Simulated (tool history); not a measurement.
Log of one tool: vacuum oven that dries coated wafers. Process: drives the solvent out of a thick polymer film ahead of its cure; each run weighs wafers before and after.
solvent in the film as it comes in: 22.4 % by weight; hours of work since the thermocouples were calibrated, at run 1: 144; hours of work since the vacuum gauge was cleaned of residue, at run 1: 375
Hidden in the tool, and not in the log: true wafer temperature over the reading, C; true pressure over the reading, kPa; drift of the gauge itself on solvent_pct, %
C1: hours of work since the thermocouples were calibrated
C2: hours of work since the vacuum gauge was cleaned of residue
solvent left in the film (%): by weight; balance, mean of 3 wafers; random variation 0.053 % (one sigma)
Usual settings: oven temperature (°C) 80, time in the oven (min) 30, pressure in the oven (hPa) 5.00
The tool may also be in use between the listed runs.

Run 1, hour 0.0: usual settings; C1 144; C2 375. Result: solvent left in the film (%) 1.65.
Run 2, hour 15.7: usual settings but oven temperature (°C) 85; C1 156; C2 387. Result: solvent left in the film (%) 0.95.
Run 3, hour 30.8: usual settings but time in the oven (min) 36; C1 168; C2 399. Result: solvent left in the film (%) 1.24.
Run 4, hour 40.4: usual settings but time in the oven (min) 36; C1 175; C2 406. Result: solvent left in the film (%) 1.28.
Run 5, hour 58.0: usual settings but time in the oven (min) 36; C1 189; C2 420. Result: solvent left in the film (%) 1.33.
Run 6, hour 74.5: usual settings but oven temperature (°C) 79, time in the oven (min) 36; C1 202; C2 433. Result: solvent left in the film (%) 1.42.
Run 7, hour 90.1: usual settings; C1 214; C2 445. Result: solvent left in the film (%) 1.75.
Run 8, hour 102.6: usual settings but oven temperature (°C) 77; C1 223; C2 454. Result: solvent left in the film (%) 2.49.
Run 9, hour 116.5: usual settings; C1 234; C2 465. Result: solvent left in the film (%) 1.61.
Run 10, hour 129.9: usual settings; C1 244; C2 475. Result: solvent left in the film (%) 1.68.

Forecast run 11:
Run 11, hour 137.8: usual settings but time in the oven (min) 31, pressure in the oven (hPa) 6.42; C1 250; C2 481. Result: solvent left in the film (%) ?.

Run 11 gave solvent left in the film (%) 1.75.
Without the tool's hidden state the same run would have given solvent left in the film (%) 1.75.
